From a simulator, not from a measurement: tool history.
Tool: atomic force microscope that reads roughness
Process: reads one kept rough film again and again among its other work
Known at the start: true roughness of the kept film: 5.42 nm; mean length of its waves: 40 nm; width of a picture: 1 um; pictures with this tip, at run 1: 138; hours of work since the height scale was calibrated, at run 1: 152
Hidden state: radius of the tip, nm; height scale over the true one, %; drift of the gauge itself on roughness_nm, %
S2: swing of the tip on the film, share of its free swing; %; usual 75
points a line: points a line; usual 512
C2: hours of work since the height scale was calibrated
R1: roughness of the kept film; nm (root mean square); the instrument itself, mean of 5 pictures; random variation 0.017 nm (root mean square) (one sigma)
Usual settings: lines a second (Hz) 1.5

run 1 hour=0 | lines_a_second_(Hz)=1.5 S2=75 points_a_line=512 | pictures_with_this_tip=138 C2=152 | R1=4.213
run 2 hour=14.5 | lines_a_second_(Hz)=1.5 S2=75 points_a_line=512 | pictures_with_this_tip=154 C2=160 | R1=4.232
run 3 hour=37.6 | lines_a_second_(Hz)=1.5 S2=75 points_a_line=512 | pictures_with_this_tip=180 C2=172 | R1=4.193
run 4 hour=58.3 | lines_a_second_(Hz)=1.5 S2=75 points_a_line=512 | pictures_with_this_tip=203 C2=183 | R1=4.215
run 5 hour=79.6 | lines_a_second_(Hz)=1.5 S2=75 points_a_line=512 | pictures_with_this_tip=226 C2=194 | R1=4.203
run 6 hour=96.3 | lines_a_second_(Hz)=1.5 S2=75 points_a_line=512 | pictures_with_this_tip=245 C2=202 | R1=4.243
run 7 hour=110.6 | lines_a_second_(Hz)=1.5 S2=78 points_a_line=512 | pictures_with_this_tip=261 C2=210 | R1=4.116
run 8 hour=133.3 | lines_a_second_(Hz)=1.5 S2=78 points_a_line=512 | pictures_with_this_tip=286 C2=221 | R1=4.137
run 9 hour=155.7 | lines_a_second_(Hz)=1.5 S2=75 points_a_line=512 | pictures_with_this_tip=311 C2=233 | R1=4.222
run 10 hour=174.1 | lines_a_second_(Hz)=1.5 S2=75 points_a_line=512 | pictures_with_this_tip=331 C2=243 | R1=4.223
-- hour=178.1 new tip fitted
run 11 hour=186.6 | lines_a_second_(Hz)=1.5 S2=75 points_a_line=512 | pictures_with_this_tip=10 C2=249 | R1=4.243
run 12 hour=208.2 | lines_a_second_(Hz)=1.5 S2=75 points_a_line=512 | pictures_with_this_tip=33 C2=260 | R1=4.232
run 13 hour=224.4 | lines_a_second_(Hz)=1.5 S2=75 points_a_line=512 | pictures_with_this_tip=52 C2=268 | R1=4.223
run 14 hour=241.9 | lines_a_second_(Hz)=1.35 S2=75 points_a_line=512 | pictures_with_this_tip=71 C2=277 | R1=4.287
run 15 hour=263.5 | lines_a_second_(Hz)=1.14 S2=75 points_a_line=512 | pictures_with_this_tip=95 C2=288 | R1=4.352
run 16 hour=280.4 | lines_a_second_(Hz)=1.14 S2=75 points_a_line=512 | pictures_with_this_tip=114 C2=297 | R1=4.354
run 17 hour=299.4 | lines_a_second_(Hz)=1.5 S2=75 points_a_line=512 | pictures_with_this_tip=135 C2=307 | R1=4.239
run 18 hour=320.8 | lines_a_second_(Hz)=1.5 S2=75 points_a_line=512 | pictures_with_this_tip=158 C2=318 | R1=4.206
run 19 hour=336.2 | lines_a_second_(Hz)=2.57 S2=81 points_a_line=611 | pictures_with_this_tip=175 C2=326 | R1=3.681
run 20 hour=353.5 | lines_a_second_(Hz)=2.72 S2=74 points_a_line=271 | pictures_with_this_tip=195 C2=335 | R1=3.87
run 21 hour=372.8 | lines_a_second_(Hz)=0.81 S2=68 points_a_line=691 | pictures_with_this_tip=216 C2=345 | R1=4.564
run 22 hour=396.9 | lines_a_second_(Hz)=0.81 S2=68 points_a_line=691 | pictures_with_this_tip=243 C2=357 | R1=4.534
run 23 hour=416.7 | lines_a_second_(Hz)=0.81 S2=68 points_a_line=691 | pictures_with_this_tip=265 C2=368 | R1=4.572
run 24 hour=432.4 | lines_a_second_(Hz)=3.12 S2=81 points_a_line=336 | pictures_with_this_tip=282 C2=376 | R1=3.489
run 25 hour=452.2 | lines_a_second_(Hz)=0.69 S2=65 points_a_line=723 | pictures_with_this_tip=304 C2=386 | R1=4.636
run 26 hour=463.1 | lines_a_second_(Hz)=1.68 S2=81 points_a_line=671 | pictures_with_this_tip=316 C2=392 | R1=3.971
-- hour=481.5 new tip fitted
run 27 hour=487.6 | lines_a_second_(Hz)=1.68 S2=81 points_a_line=671 | pictures_with_this_tip=7 C2=404 | R1=3.972
run 28 hour=506.6 | lines_a_second_(Hz)=1.59 S2=62 points_a_line=617 | pictures_with_this_tip=28 C2=414 | R1=4.483
run 29 hour=531.2 | lines_a_second_(Hz)=1.59 S2=62 points_a_line=617 | pictures_with_this_tip=55 C2=427 | R1=4.527
run 30 hour=548 | lines_a_second_(Hz)=1.91 S2=62 points_a_line=456 | pictures_with_this_tip=74 C2=435 | R1=4.437
run 31 hour=564.2 | lines_a_second_(Hz)=1.91 S2=62 points_a_line=456 | pictures_with_this_tip=92 C2=444 | R1=4.437
run 32 hour=580.7 | lines_a_second_(Hz)=2.58 S2=75 points_a_line=512 | pictures_with_this_tip=110 C2=452 | R1=3.926
run 33 hour=594.3 | lines_a_second_(Hz)=2.58 S2=75 points_a_line=512 | pictures_with_this_tip=125 C2=459 | R1=3.915
run 34 hour=606.6 | lines_a_second_(Hz)=3.06 S2=72 points_a_line=760 | pictures_with_this_tip=139 C2=466 | R1=3.887
run 35 hour=630.2 | lines_a_second_(Hz)=2.59 S2=66 points_a_line=389 | pictures_with_this_tip=165 C2=478 | R1=4.192

Forecast each of these 3 alternatives for the next run:
run A hour=649.1 | lines_a_second_(Hz)=2.59 S2=81 points_a_line=389 | pictures_with_this_tip=186 C2=488 | R1=?
run B hour=649.1 | lines_a_second_(Hz)=1.5 S2=69 points_a_line=512 | pictures_with_this_tip=186 C2=488 | R1=?
run C hour=649.1 | lines_a_second_(Hz)=0.54 S2=66 points_a_line=338 | pictures_with_this_tip=186 C2=488 | R1=?

run=A R1=3.646
run=B R1=4.34
run=C R1=4.623
Without the tool's hidden state the same runs would have given:
run=A R1=3.65
run=B R1=4.345
run=C R1=4.628
